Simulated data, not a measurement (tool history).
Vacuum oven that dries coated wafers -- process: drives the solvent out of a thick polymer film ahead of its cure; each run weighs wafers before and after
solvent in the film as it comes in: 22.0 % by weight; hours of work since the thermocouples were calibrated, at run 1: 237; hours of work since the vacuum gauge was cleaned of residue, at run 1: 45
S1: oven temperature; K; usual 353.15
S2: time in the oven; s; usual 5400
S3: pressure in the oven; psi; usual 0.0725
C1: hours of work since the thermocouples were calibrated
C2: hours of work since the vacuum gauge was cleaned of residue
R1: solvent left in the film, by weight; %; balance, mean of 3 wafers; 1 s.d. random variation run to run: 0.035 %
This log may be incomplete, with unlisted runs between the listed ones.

Run 1, hour 0.0: usual settings; C1 237; C2 45. Result: R1 1.30 %.
Run 2, hour 18.7: usual settings; C1 250; C2 58. Result: R1 1.31 %.
Run 3, hour 31.5: usual settings; C1 259; C2 67. Result: R1 1.33 %.
Run 4, hour 50.1: usual settings; C1 272; C2 80. Result: R1 1.31 %.
Run 5, hour 61.8: usual settings; C1 280; C2 88. Result: R1 1.30 %.
Run 6, hour 79.1: usual settings; C1 292; C2 100. Result: R1 1.40 %.
Run 7, hour 94.8: usual settings but S1 368.15 K; C1 303; C2 111. Result: R1 0.17 %.
Run 8, hour 108.7: usual settings but S1 368.15 K, S2 2880 s; C1 312; C2 121. Result: R1 0.29 %.
Run 9, hour 127.2: usual settings but S1 368.15 K, S2 2880 s; C1 325; C2 133. Result: R1 0.34 %.
Run 10, hour 140.5: usual settings; C1 334; C2 142. Result: R1 1.35 %.
Run 11, hour 157.2: usual settings but S1 360.15 K, S3 0.1922 psi; C1 346; C2 154. Result: R1 0.79 %.
Run 12, hour 171.7: usual settings but S1 348.15 K; C1 356; C2 164. Result: R1 2.97 %.
Run 13, hour 181.9: usual settings but S1 348.15 K; C1 363; C2 171. Result: R1 2.97 %.
Run 14, hour 199.1: usual settings but S1 368.15 K, S2 2760 s; C1 375; C2 183. Result: R1 0.38 %.
Run 15, hour 206.7: usual settings but S2 5640 s, S3 0.2244 psi; C1 380; C2 188. Result: R1 1.84 %.
Run 16, hour 214.5: usual settings but S2 4140 s, S3 0.1758 psi; C1 385; C2 194. Result: R1 2.75 %.
Run 17, hour 225.2: usual settings but S1 362.15 K, S2 4140 s, S3 0.0590 psi; C1 393; C2 201. Result: R1 0.49 %.
Run 18, hour 238.5: usual settings but S2 2880 s, S3 0.0590 psi; C1 402; C2 210. Result: R1 4.19 %.
Run 19, hour 254.9: usual settings but S1 347.15 K, S2 6900 s, S3 0.0590 psi; C1 413; C2 221. Result: R1 2.20 %.
Run 20, hour 271.9: usual settings but S1 347.15 K, S2 8580 s, S3 0.1433 psi; C1 425; C2 233. Result: R1 1.88 %.

Hidden state or all else? Some run-to-run changes of R1, split into what the settings, what came in and random variation would give without the hidden state, and what is left for the hidden state (with any gauge scatter that isn't in both results):
Hidden state present: true wafer temperature over the reading, C; true pressure over the reading, kPa; drift of the gauge itself on solvent_pct, %.
Run 11 -> 12: S1 360.15 -> 348.15, S3 0.1922 -> 0.0725. R1 +2.18 %: hidden state +0.21, all else +1.97.
Run 13 -> 14: S1 348.15 -> 368.15, S2 5400 -> 2760. R1 -2.59 %: hidden state -0.21, all else -2.38.
Run 17 -> 18: S1 362.15 -> 353.15, S2 4140 -> 2880. R1 +3.70 %: hidden state +0.26, all else +3.44.
